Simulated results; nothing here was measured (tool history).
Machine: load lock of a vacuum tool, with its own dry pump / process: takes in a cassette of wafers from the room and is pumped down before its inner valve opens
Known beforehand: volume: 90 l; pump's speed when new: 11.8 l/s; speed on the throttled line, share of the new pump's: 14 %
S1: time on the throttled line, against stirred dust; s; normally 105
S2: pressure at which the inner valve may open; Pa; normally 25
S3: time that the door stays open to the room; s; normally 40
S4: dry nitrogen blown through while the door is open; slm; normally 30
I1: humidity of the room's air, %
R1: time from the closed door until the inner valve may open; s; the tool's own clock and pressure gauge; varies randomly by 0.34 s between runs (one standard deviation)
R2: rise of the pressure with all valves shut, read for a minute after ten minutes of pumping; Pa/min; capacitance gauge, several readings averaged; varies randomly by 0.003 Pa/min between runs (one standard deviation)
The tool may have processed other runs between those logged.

run,hour,S1,S2,S3,S4,I1,R1,R2
1,0,105,25,40,30,44.2,153.6,0.021
2,399.2,105,25,40,30,43.4,154.2,0.02
3,965.7,105,25,40,30,46.4,154.4,0.019
4,1368.8,105,25,40,31,44.6,154,0.018
5,1682.8,105,29,40,30,42.6,153.1,0.021
6,2179.9,105,29,40,30,45.5,153.3,0.023
7,2802.3,105,25,40,30,47,154.4,0.023
8,3284.1,105,25,40,30,42.3,153.9,0.015
9,3602.9,105,25,40,30,45,153.7,0.018
10,4110,105,25,40,30,46.2,154,0.017
11,4425.5,105,25,40,30,41.4,153.8,0.018
12,4724,105,25,40,30,46.1,154.1,0.02
13,5377.6,105,25,40,30,45.8,154.1,0.019
14,5841.1,105,41,141,30,45,149.9,0.042
15,6420.6,105,36,141,30,43.2,151,0.038
16,7095.5,105,34,40,32,48.4,151.2,0.022
17,7649.8,105,44,179,30,46.5,149.3,0.045
18,8061.6,74,43,49,5,44.6,122.8,0.04
19,8634.4,74,43,49,5,42.1,122.6,0.038
20,8957,181,43,49,5,42.5,215.7,0.035
21,9530,105,25,29,8,45.1,153.7,0.03
22,9853.5,71,25,29,8,48.4,124.5,0.026
23,10468.8,101,35,129,5,42.4,147.5,0.058
24,11052.2,79,36,40,30,41.3,128.3,0.021

Not shown here: 1 entry made in the log between runs. Locate each between two listed runs and compare the hidden state at the listed run before it with the hidden state at the listed run after it:
Run 15 -> run 16: dry pump taken out, an overhauled one fitted (hour 6647.9)
  leak at the door's seal, Pa l/s: 0.0025 -> 0.0026

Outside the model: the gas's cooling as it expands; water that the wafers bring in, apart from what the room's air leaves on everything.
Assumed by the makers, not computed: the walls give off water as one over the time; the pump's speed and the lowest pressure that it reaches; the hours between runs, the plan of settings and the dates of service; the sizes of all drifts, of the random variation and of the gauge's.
